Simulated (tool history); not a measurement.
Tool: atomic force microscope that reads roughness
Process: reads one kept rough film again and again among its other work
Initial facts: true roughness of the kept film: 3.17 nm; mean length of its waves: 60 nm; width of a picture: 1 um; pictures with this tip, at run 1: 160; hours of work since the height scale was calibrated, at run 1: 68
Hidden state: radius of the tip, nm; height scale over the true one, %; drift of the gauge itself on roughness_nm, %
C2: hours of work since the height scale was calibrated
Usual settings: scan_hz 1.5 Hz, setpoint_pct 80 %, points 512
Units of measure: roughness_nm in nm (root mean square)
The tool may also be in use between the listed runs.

Run 1, hour 0: usual settings; pictures with this tip 160; C2 68. Result: roughness_nm 2.808 nm (root mean square).
Run 2, hour 9.6: usual settings; pictures with this tip 172; C2 75. Result: roughness_nm 2.845 nm (root mean square).
Run 3, hour 16.2: usual settings; pictures with this tip 180; C2 79. Result: roughness_nm 2.831 nm (root mean square).
Run 4, hour 24.9: usual settings; pictures with this tip 190; C2 85. Result: roughness_nm 2.79 nm (root mean square).
Run 5, hour 33.4: usual settings but scan_hz 0.74 Hz; pictures with this tip 201; C2 91. Result: roughness_nm 2.911 nm (root mean square).
Run 6, hour 39.5: usual settings but scan_hz 0.74 Hz; pictures with this tip 208; C2 95. Result: roughness_nm 2.864 nm (root mean square).
Run 7, hour 49.2: usual settings but scan_hz 0.74 Hz; pictures with this tip 220; C2 102. Result: roughness_nm 2.868 nm (root mean square).
Run 8, hour 55.6: usual settings but scan_hz 0.74 Hz; pictures with this tip 228; C2 106. Result: roughness_nm 2.857 nm (root mean square).
Run 9, hour 60.9: usual settings but scan_hz 0.74 Hz; pictures with this tip 234; C2 110. Result: roughness_nm 2.852 nm (root mean square).
Run 10, hour 69.1: usual settings; pictures with this tip 244; C2 115. Result: roughness_nm 2.77 nm (root mean square).
Run 11, hour 78.5: usual settings; pictures with this tip 255; C2 121. Result: roughness_nm 2.769 nm (root mean square).
Run 12, hour 85: usual settings but setpoint_pct 81 %; pictures with this tip 263; C2 126. Result: roughness_nm 2.784 nm (root mean square).
Run 13, hour 91.3: usual settings; pictures with this tip 271; C2 130. Result: roughness_nm 2.763 nm (root mean square).
Run 14, hour 100.5: usual settings; pictures with this tip 282; C2 136. Result: roughness_nm 2.776 nm (root mean square).
At hour 103.1: new tip fitted.
Run 15, hour 112: usual settings; pictures with this tip 11; C2 144. Result: roughness_nm 2.893 nm (root mean square).
Run 16, hour 122.4: usual settings but points 426; pictures with this tip 24; C2 151. Result: roughness_nm 2.884 nm (root mean square).
Run 17, hour 127.3: usual settings but points 426; pictures with this tip 30; C2 154. Result: roughness_nm 2.887 nm (root mean square).
Run 18, hour 134.6: usual settings but points 343; pictures with this tip 38; C2 159. Result: roughness_nm 2.872 nm (root mean square).
Run 19, hour 143.2: usual settings but points 343; pictures with this tip 49; C2 165. Result: roughness_nm 2.884 nm (root mean square).
Run 20, hour 154.7: usual settings; pictures with this tip 63; C2 173. Result: roughness_nm 2.867 nm (root mean square).
Run 21, hour 162.5: usual settings; pictures with this tip 72; C2 178. Result: roughness_nm 2.846 nm (root mean square).
Run 22, hour 172.2: usual settings but points 595; pictures with this tip 84; C2 185. Result: roughness_nm 2.841 nm (root mean square).
Run 23, hour 178.6: usual settings but scan_hz 3.34 Hz, setpoint_pct 74 %, points 446; pictures with this tip 92; C2 189. Result: roughness_nm 2.742 nm (root mean square).
Run 24, hour 183.9: usual settings but scan_hz 3.34 Hz, setpoint_pct 74 %, points 446; pictures with this tip 98; C2 192. Result: roughness_nm 2.742 nm (root mean square).
At hour 185.8: height scale calibrated on a step standard.
Run 25, hour 195.2: usual settings but points 507; pictures with this tip 110; C2 6. Result: roughness_nm 2.841 nm (root mean square).
Run 26, hour 201.9: usual settings but setpoint_pct 90 %, points 447; pictures with this tip 119; C2 11. Result: roughness_nm 2.725 nm (root mean square).
Run 27, hour 209.4: usual settings but setpoint_pct 60 %, points 317; pictures with this tip 128; C2 16. Result: roughness_nm 2.954 nm (root mean square).
At hour 214.1: height scale calibrated on a step standard, once more.
Run 28, hour 221.5: usual settings but setpoint_pct 60 %, points 317; pictures with this tip 141; C2 5. Result: roughness_nm 2.94 nm (root mean square).
Run 29, hour 229.6: usual settings but scan_hz 1.97 Hz, setpoint_pct 60 %, points 308; pictures with this tip 151; C2 10. Result: roughness_nm 2.928 nm (root mean square).
Run 30, hour 237.3: usual settings but scan_hz 1.97 Hz, setpoint_pct 60 %, points 308; pictures with this tip 160; C2 16. Result: roughness_nm 2.893 nm (root mean square).
Run 31, hour 243.6: usual settings but scan_hz 1.97 Hz, setpoint_pct 86 %, points 791; pictures with this tip 168; C2 20. Result: roughness_nm 2.685 nm (root mean square).
Run 32, hour 249.7: usual settings but scan_hz 1.97 Hz, setpoint_pct 86 %, points 791; pictures with this tip 175; C2 24. Result: roughness_nm 2.689 nm (root mean square).
Run 33, hour 254.8: usual settings but scan_hz 2.89 Hz, setpoint_pct 86 %, points 378; pictures with this tip 181; C2 28. Result: roughness_nm 2.564 nm (root mean square).
Run 34, hour 260.9: usual settings but scan_hz 2.89 Hz, setpoint_pct 86 %, points 378; pictures with this tip 188; C2 32. Result: roughness_nm 2.55 nm (root mean square).
Run 35, hour 271.1: usual settings but setpoint_pct 62 %; pictures with this tip 201; C2 39. Result: roughness_nm 2.905 nm (root mean square).
Run 36, hour 278.2: usual settings but setpoint_pct 62 %; pictures with this tip 209; C2 43. Result: roughness_nm 2.887 nm (root mean square).
Run 37, hour 283.2: usual settings but setpoint_pct 62 %; pictures with this tip 215; C2 47. Result: roughness_nm 2.894 nm (root mean square).
Run 38, hour 288.7: usual settings but scan_hz 3.22 Hz, points 932; pictures with this tip 222; C2 50. Result: roughness_nm 2.602 nm (root mean square).
Run 39, hour 296.3: usual settings but scan_hz 3.22 Hz, points 932; pictures with this tip 231; C2 56. Result: roughness_nm 2.607 nm (root mean square).
Run 40, hour 302.3: usual settings but scan_hz 1.18 Hz, points 932; pictures with this tip 238; C2 60. Result: roughness_nm 2.806 nm (root mean square).
Run 41, hour 310.2: usual settings but scan_hz 1.18 Hz, points 932; pictures with this tip 248; C2 65. Result: roughness_nm 2.802 nm (root mean square).
Run 42, hour 316.7: usual settings but scan_hz 2.31 Hz, points 932; pictures with this tip 256; C2 69. Result: roughness_nm 2.674 nm (root mean square).
Run 43, hour 324.7: usual settings but scan_hz 1.37 Hz, setpoint_pct 73 %; pictures with this tip 266; C2 75. Result: roughness_nm 2.833 nm (root mean square).

Per-run results on a tool with no hidden state, each run keeping its own random variation:
run  roughness_nm
  1         2.899
  2         2.942
  3         2.933
  4         2.897
  5         3.028
  6         2.984
  7         2.995
  8         2.988
  9         2.985
 10         2.905
 11          2.91
 12          2.93
 13         2.912
 14         2.932
 15         2.903
 16         2.902
 17         2.908
 18         2.898
 19         2.916
 20         2.907
 21          2.89
 22         2.892
 23         2.795
 24         2.799
 25         2.904
 26         2.791
 27         3.031
 28         3.029
 29         3.022
 30         2.991
 31          2.78
 32         2.788
 33         2.661
 34          2.65
 35         3.026
 36         3.012
 37         3.023
 38          2.72
 39         2.731
 40         2.944
 41         2.944
 42         2.815
 43         2.987
